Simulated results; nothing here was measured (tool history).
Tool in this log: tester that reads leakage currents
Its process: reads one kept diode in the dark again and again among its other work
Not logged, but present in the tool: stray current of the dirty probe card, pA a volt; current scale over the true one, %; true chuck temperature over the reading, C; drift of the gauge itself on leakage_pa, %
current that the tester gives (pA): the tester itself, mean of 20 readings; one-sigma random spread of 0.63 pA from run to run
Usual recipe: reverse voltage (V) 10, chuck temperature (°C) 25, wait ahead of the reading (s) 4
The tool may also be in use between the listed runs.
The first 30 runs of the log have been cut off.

run,hour,reverse voltage (V),chuck temperature (°C),wait ahead of the reading (s),hours of work since the probe card was cleaned,hours of work since the tester was calibrated,hours of work since the chuck was calibrated,current that the tester gives (pA)
31,1420,1.3,25,4,2542,1081,1029,65.8
32,1462.4,1.3,25,4,2560,1098,1046,65.45
33,1519.5,2.4,25,6.68,2583,1121,1069,91.53
34,1585.1,9.4,35,8.9,2609,1148,1096,382.97
# hour 1646.3: probe card cleaned and baked
35,1652.4,6.2,29,7.28,2,1174,1122,199.56
36,1686,6.2,29,7.28,16,1187,1135,197.3
37,1753.8,1.3,29,0.56,43,1215,1163,85.06
38,1786.1,4.8,31,1.89,56,1228,1176,198.73
39,1833.9,10,57,2.13,76,1247,1195,1550.33
40,1863.4,10,57,2.13,87,1259,1207,1560.82
41,1892.2,2.3,44,5.88,99,1270,1218,316.01

Alternative continuations, all from the tool just after run 41; predict every row:
A,1938.3,10,25,0.53,118,1289,1237,?
B,1938.3,1.3,25,3.84,118,1289,1237,?
C,1938.3,2.3,44,8.18,118,1289,1237,?

run,current that the tester gives (pA)
A,192.7
B,63.52
C,317.54
What these runs would have given with no unlogged condition in the tool:
run,current that the tester gives (pA)
A,211.58
B,69.87
C,345.7

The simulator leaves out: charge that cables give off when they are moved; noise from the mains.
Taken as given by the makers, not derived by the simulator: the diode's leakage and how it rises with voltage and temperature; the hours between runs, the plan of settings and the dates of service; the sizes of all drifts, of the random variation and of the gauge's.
